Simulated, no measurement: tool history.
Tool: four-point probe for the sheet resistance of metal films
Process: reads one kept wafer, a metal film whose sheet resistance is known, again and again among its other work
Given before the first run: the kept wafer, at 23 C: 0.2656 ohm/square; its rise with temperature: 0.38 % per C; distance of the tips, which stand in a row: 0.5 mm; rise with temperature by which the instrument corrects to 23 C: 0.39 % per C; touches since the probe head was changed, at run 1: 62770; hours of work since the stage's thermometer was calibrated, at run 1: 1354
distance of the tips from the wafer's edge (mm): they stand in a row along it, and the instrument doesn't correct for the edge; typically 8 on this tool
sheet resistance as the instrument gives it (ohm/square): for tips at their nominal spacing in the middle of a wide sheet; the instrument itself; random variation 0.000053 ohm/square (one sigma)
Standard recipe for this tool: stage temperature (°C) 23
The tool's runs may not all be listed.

| run | hour | stage temperature (°C) | distance of the tips from the wafer's edge (mm) | touches since the probe head was changed | hours of work since the stage's thermometer was calibrated | sheet resistance as the instrument gives it (ohm/square) |
|---|---|---|---|---|---|---|
| 1 | 0.0 | 23 | 8 | 62770 | 1354 | 0.267849 |
| 2 | 43.5 | 23 | 51 | 64378 | 1387 | 0.267262 |
| 3 | 82.6 | 23 | 51 | 65820 | 1417 | 0.267346 |
| 4 | 125.4 | 23 | 51 | 67400 | 1449 | 0.267399 |
| 5 | 170.9 | 23 | 8 | 69082 | 1484 | 0.267901 |
| 6 | 214.2 | 30 | 8 | 70681 | 1517 | 0.267762 |
| 7 | 259.4 | 30 | 8 | 72349 | 1551 | 0.267874 |
| 8 | 323.8 | 23 | 8 | 74728 | 1600 | 0.268094 |
| 9 | 352.9 | 23 | 8 | 75800 | 1622 | 0.268097 |
| 10 | 402.4 | 23 | 8 | 77630 | 1660 | 0.268081 |
| 11 | 457.9 | 23 | 8 | 79679 | 1702 | 0.268051 |
| 12 | 522.1 | 30 | 8 | 82048 | 1751 | 0.268058 |
|  | 528.2 | stage's thermometer calibrated |
| 13 | 580.1 | 30 | 8 | 84172 | 40 | 0.268139 |
| 14 | 620.0 | 30 | 8 | 85646 | 70 | 0.268165 |
| 15 | 648.6 | 29 | 8 | 86703 | 92 | 0.268216 |
| 16 | 694.6 | 20 | 70 | 88399 | 127 | 0.267975 |
| 17 | 756.8 | 20 | 70 | 90698 | 174 | 0.267981 |
| 18 | 791.3 | 20 | 70 | 91970 | 200 | 0.268051 |
|  | 825.8 | stage's thermometer calibrated, once more |
| 19 | 843.4 | 27 | 42 | 93874 | 13 | 0.267604 |
| 20 | 899.9 | 27 | 42 | 95963 | 56 | 0.267573 |
| 21 | 929.0 | 27 | 42 | 97035 | 79 | 0.267596 |
| 22 | 975.6 | 22 | 41 | 98757 | 114 | 0.267679 |
| 23 | 1038.6 | 22 | 15 | 101085 | 162 | 0.267896 |
| 24 | 1071.4 | 22 | 15 | 102295 | 187 | 0.267967 |
| 25 | 1139.9 | 27 | 31 | 104823 | 239 | 0.267794 |
| 26 | 1190.2 | 27 | 31 | 106680 | 277 | 0.267877 |
| 27 | 1235.5 | 23 | 48 | 108355 | 312 | 0.267983 |
| 28 | 1303.2 | 23 | 5 | 110854 | 364 | 0.269470 |
| 29 | 1356.3 | 25 | 13 | 112812 | 404 | 0.268181 |

5 options for the next run, each taken on its own from the tool as it stands now. Forecast them:
| A | 1386.4 | 22 | 13 | 113924 | 427 | ? |
| B | 1386.4 | 18 | 3 | 113924 | 427 | ? |
| C | 1386.4 | 19 | 8 | 113924 | 427 | ? |
| D | 1386.4 | 21 | 20 | 113924 | 427 | ? |
| E | 1386.4 | 24 | 14 | 113924 | 427 | ? |

| run | sheet resistance as the instrument gives it (ohm/square) |
|---|---|
| A | 0.268245 |
| B | 0.271996 |
| C | 0.268798 |
| D | 0.268206 |
| E | 0.268249 |
What these runs would have given with no unlogged condition in the tool:
| run | sheet resistance as the instrument gives it (ohm/square) |
|---|---|
| A | 0.265794 |
| B | 0.269512 |
| C | 0.266341 |
| D | 0.265755 |
| E | 0.265798 |

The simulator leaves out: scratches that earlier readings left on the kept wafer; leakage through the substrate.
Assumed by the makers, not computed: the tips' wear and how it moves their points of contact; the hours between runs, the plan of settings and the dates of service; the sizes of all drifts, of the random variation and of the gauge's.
